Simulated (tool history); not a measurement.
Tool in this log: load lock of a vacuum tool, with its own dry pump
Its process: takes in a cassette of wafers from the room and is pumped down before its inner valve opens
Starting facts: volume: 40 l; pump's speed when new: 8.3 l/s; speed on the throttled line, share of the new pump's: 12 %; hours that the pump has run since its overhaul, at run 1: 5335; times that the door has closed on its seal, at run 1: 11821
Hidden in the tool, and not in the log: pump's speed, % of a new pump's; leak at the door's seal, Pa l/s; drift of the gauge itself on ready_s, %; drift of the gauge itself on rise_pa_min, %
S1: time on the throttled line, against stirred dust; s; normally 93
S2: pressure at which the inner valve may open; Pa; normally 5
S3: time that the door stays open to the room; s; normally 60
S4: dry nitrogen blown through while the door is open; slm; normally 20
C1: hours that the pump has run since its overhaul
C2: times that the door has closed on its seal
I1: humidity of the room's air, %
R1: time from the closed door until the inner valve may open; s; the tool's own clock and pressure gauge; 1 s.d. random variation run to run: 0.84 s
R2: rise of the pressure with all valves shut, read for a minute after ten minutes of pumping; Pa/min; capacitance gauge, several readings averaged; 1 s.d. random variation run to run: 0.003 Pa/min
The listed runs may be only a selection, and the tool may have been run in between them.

{"run": 1, "hour": 0.0, "S1": 93, "S2": 5, "S3": 60, "S4": 20, "C1": 5335, "C2": 11821, "I1": 43.4, "R1": 130.3, "R2": 0.045}
{"run": 2, "hour": 149.3, "S1": 93, "S2": 5, "S3": 60, "S4": 20, "C1": 5485, "C2": 12152, "I1": 46.3, "R1": 130.1, "R2": 0.058}
{"run": 3, "hour": 236.7, "S1": 85, "S2": 5, "S3": 60, "S4": 20, "C1": 5572, "C2": 12345, "I1": 46, "R1": 123.5, "R2": 0.056}
{"run": 4, "hour": 317.5, "S1": 93, "S2": 5, "S3": 64, "S4": 20, "C1": 5653, "C2": 12524, "I1": 41, "R1": 130.6, "R2": 0.051}
{"run": 5, "hour": 466.7, "S1": 93, "S2": 5, "S3": 60, "S4": 20, "C1": 5802, "C2": 12855, "I1": 41.9, "R1": 130.2, "R2": 0.045}
{"run": 6, "hour": 627.9, "S1": 75, "S2": 5, "S3": 60, "S4": 20, "C1": 5963, "C2": 13212, "I1": 47.1, "R1": 115.4, "R2": 0.05}
{"run": 7, "hour": 721.3, "S1": 75, "S2": 5, "S3": 60, "S4": 20, "C1": 6057, "C2": 13419, "I1": 43.6, "R1": 113.7, "R2": 0.055}
{"run": 8, "hour": 857.4, "S1": 75, "S2": 5, "S3": 60, "S4": 20, "C1": 6193, "C2": 13721, "I1": 46.7, "R1": 114.5, "R2": 0.053}
{"run": 9, "hour": 960.4, "S1": 75, "S2": 5, "S3": 60, "S4": 20, "C1": 6296, "C2": 13949, "I1": 44, "R1": 114.3, "R2": 0.052}
{"run": 10, "hour": 1111.4, "S1": 93, "S2": 5, "S3": 60, "S4": 4, "C1": 6447, "C2": 14283, "I1": 44.5, "R1": 131.1, "R2": 0.067}
{"run": 11, "hour": 1242.7, "S1": 93, "S2": 5, "S3": 60, "S4": 20, "C1": 6578, "C2": 14574, "I1": 45.7, "R1": 130.2, "R2": 0.054}
{"run": 12, "hour": 1359.3, "S1": 93, "S2": 6, "S3": 60, "S4": 20, "C1": 6695, "C2": 14833, "I1": 46.5, "R1": 129.5, "R2": 0.053}
{"run": 13, "hour": 1509.7, "S1": 93, "S2": 6, "S3": 60, "S4": 20, "C1": 6845, "C2": 15166, "I1": 45.8, "R1": 129.5, "R2": 0.053}
{"run": 14, "hour": 1637.6, "S1": 93, "S2": 6, "S3": 60, "S4": 20, "C1": 6973, "C2": 15449, "I1": 44.6, "R1": 130.8, "R2": 0.045}
{"run": 15, "hour": 1786.3, "S1": 93, "S2": 5, "S3": 60, "S4": 20, "C1": 7122, "C2": 15779, "I1": 46.8, "R1": 130.9, "R2": 0.053}
{"run": 16, "hour": 1917.2, "S1": 93, "S2": 5, "S3": 98, "S4": 20, "C1": 7252, "C2": 16069, "I1": 43.5, "R1": 130.7, "R2": 0.066}
{"run": 17, "hour": 2030.7, "S1": 93, "S2": 5, "S3": 88, "S4": 20, "C1": 7366, "C2": 16320, "I1": 45.5, "R1": 130.3, "R2": 0.067}
{"run": 18, "hour": 2159.9, "S1": 93, "S2": 5, "S3": 60, "S4": 20, "C1": 7495, "C2": 16606, "I1": 48.2, "R1": 129.4, "R2": 0.051}
{"run": 19, "hour": 2244.5, "S1": 55, "S2": 5, "S3": 60, "S4": 20, "C1": 7580, "C2": 16794, "I1": 49.3, "R1": 95.9, "R2": 0.06}

Run 20 has not been measured yet. What should we expect?
{"run": 20, "hour": 2360.9, "S1": 64, "S2": 9, "S3": 60, "S4": 5, "C1": 7696, "C2": 17052, "I1": 48.4, "R1": "?", "R2": "?"}

R1: 101.4 s
R2: 0.075 Pa/min
Were there no unlogged condition in the tool, this run, its random variation unchanged, would have produced R1 101.4 s, R2 0.073 Pa/min.
